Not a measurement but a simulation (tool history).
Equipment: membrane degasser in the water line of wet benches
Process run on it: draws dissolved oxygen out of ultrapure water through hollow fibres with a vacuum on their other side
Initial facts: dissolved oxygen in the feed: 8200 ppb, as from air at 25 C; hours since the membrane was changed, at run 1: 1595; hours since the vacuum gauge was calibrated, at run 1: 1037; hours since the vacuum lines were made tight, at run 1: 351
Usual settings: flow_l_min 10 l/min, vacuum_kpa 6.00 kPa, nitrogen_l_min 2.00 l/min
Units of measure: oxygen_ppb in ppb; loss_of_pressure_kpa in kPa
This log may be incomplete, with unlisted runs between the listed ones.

run	hour	flow_l_min	vacuum_kpa	nitrogen_l_min	hours since the membrane was changed	hours since the vacuum gauge was calibrated	hours since the vacuum lines were made tight	oxygen_ppb	loss_of_pressure_kpa
1	0.0	10	6.00	2.00	1595	1037	351	53.8	64.47
2	49.9	7	6.00	2.00	1645	1087	400	32.8	44.93
3	157.2	10	6.00	2.00	1752	1194	508	54.1	64.56
4	223.0	10	6.00	2.00	1818	1260	574	53.6	64.76
5	277.6	10	6.00	4.63	1873	1314	628	34.2	64.57
6	332.0	10	6.00	2.00	1927	1369	683	53.8	65.20
7	398.6	10	10.62	2.00	1994	1435	749	108.0	64.62
8	500.9	10	6.00	2.00	2096	1538	851	53.6	64.98
9	558.2	10	6.00	2.00	2153	1595	909	53.5	64.79
10	668.4	10	7.94	2.00	2263	1705	1019	76.6	64.74
11	741.1	10	6.00	2.00	2336	1778	1092	53.1	65.32
12	810.1	10	3.77	2.00	2405	1847	1161	26.3	65.41
13	919.9	10	7.39	2.00	2515	1957	1270	69.1	65.32
14	1018.8	10	6.00	2.00	2614	2055	1369	53.1	65.00
15	1069.0	10	6.00	2.00	2664	2106	1420	53.4	65.29
16	1178.8	11	6.00	2.00	2774	2215	1529	61.0	71.95
17	1278.6	8	14.36	1.74	2874	2315	1629	137.0	52.33
18	1387.4	8	8.32	0.81	2983	2424	1738	133.0	52.33
19	1491.2	10	6.00	1.07	3086	2528	1842	81.1	65.80
20	1571.4	10	6.00	1.07	3167	2608	1922	81.6	65.53
21	1649.4	14	8.90	4.04	3244	2686	2000	84.6	92.64
22	1754.4	14	7.27	2.90	3350	2791	2105	84.0	91.86
23	1857.4	14	4.47	5.02	3453	2894	2208	46.0	92.57
24	1956.8	10	8.82	3.04	3552	2994	2307	64.1	65.58
25	2019.8	10	8.82	3.04	3615	3057	2370	64.1	65.91
26	2126.6	10	8.82	3.04	3722	3163	2477	65.0	65.97
27	2180.6	9	8.82	3.04	3776	3217	2531	56.7	59.41
28	2283.8	11	11.92	3.88	3879	3321	2634	82.2	72.86
29	2391.3	15	4.90	1.34	3986	3428	2742	84.6	99.04
# hour 2439.4: gauge calibrated
30	2468.4	13	14.85	2.05	4064	3505	2819	205.4	83.54
31	2539.7	15	14.85	2.05	4135	3576	2890	233.8	96.88

3 options for the next run, each taken on its own from the tool as it stands now. Forecast them:
A	2597.6	7	7.91	2.05	4193	3634	2948	?	?
B	2597.6	6	12.77	5.02	4193	3634	2948	?	?
C	2597.6	9	4.07	1.20	4193	3634	2948	?	?

run	oxygen_ppb	loss_of_pressure_kpa
A	48.2	45.00
B	35.9	38.48
C	31.5	58.45
What these runs would have given with no unlogged condition in the tool:
run	oxygen_ppb	loss_of_pressure_kpa
A	48.1	44.91
B	35.9	38.40
C	31.4	58.33
